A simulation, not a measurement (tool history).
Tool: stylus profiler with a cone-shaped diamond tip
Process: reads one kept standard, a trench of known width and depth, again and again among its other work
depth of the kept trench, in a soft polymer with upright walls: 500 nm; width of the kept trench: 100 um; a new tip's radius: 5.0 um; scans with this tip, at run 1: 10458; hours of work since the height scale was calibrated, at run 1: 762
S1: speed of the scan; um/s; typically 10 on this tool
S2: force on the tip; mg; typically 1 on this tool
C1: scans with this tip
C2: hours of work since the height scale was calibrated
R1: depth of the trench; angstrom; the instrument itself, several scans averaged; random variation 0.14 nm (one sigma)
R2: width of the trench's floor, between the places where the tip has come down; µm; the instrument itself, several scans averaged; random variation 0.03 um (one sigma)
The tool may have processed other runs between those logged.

| run | hour | S1 | S2 | C1 | C2 | R1 | R2 |
|---|---|---|---|---|---|---|---|
| 1 | 0 | 10 | 1 | 10458 | 762 | 5042.3 | 95.04 |
| 2 | 67.7 | 10 | 1 | 10996 | 801 | 5042.5 | 94.96 |
| 3 | 120.5 | 10 | 0.97 | 11415 | 832 | 5042.2 | 95.03 |
| 4 | 157.2 | 10 | 0.97 | 11706 | 853 | 5040.5 | 94.99 |
| 5 | 207.3 | 4 | 0.97 | 12104 | 882 | 5042.6 | 95.02 |
| 6 | 243.8 | 4 | 0.38 | 12394 | 903 | 5029.1 | 94.99 |
| 7 | 310.7 | 4 | 0.38 | 12925 | 942 | 5030.3 | 94.95 |
| 8 | 361.5 | 4 | 0.38 | 13328 | 971 | 5030.7 | 94.93 |
| 9 | 413.4 | 10 | 0.53 | 13740 | 1001 | 5035.2 | 94.92 |
| 10 | 466.6 | 34 | 1 | 14162 | 1032 | 5046.2 | 94.75 |
| 11 | 526.5 | 34 | 1 | 14637 | 1066 | 5046.3 | 94.73 |
|  | 549.2 | height scale calibrated on a step standard |
| 12 | 571.4 | 10 | 1 | 14990 | 13 | 5029.9 | 94.85 |
| 13 | 638.7 | 10 | 0.89 | 15524 | 52 | 5028.2 | 94.82 |
| 14 | 680.6 | 10 | 0.89 | 15857 | 76 | 5027.8 | 94.8 |
| 15 | 722.2 | 10 | 0.61 | 16187 | 100 | 5024.6 | 94.74 |
| 16 | 775.2 | 12 | 1 | 16608 | 131 | 5034.2 | 94.79 |
| 17 | 837.7 | 12 | 1 | 17103 | 167 | 5033.1 | 94.7 |
| 18 | 907.6 | 12 | 1 | 17659 | 207 | 5033.5 | 94.74 |
| 19 | 969 | 15 | 1 | 18145 | 243 | 5033.4 | 94.72 |
| 20 | 1007.5 | 10 | 1 | 18451 | 265 | 5033.9 | 94.72 |
| 21 | 1044.1 | 10 | 0.37 | 18742 | 286 | 5020.7 | 94.65 |
| 22 | 1096.3 | 10 | 1 | 19156 | 316 | 5033.8 | 94.68 |
| 23 | 1155.1 | 10 | 1 | 19622 | 350 | 5033.2 | 94.62 |

Run 24, settings as shown, results not yet in. Your forecast:
| 24 | 1209.8 | 37 | 1 | 20057 | 382 | ? | ? |

{"run 24": {"R1": 5037.5, "R2": 94.5}}
With the hidden condition absent and the run-to-run variation left alone, this run would have shown R1 5031.3 angstrom, R2 95.46 µm.
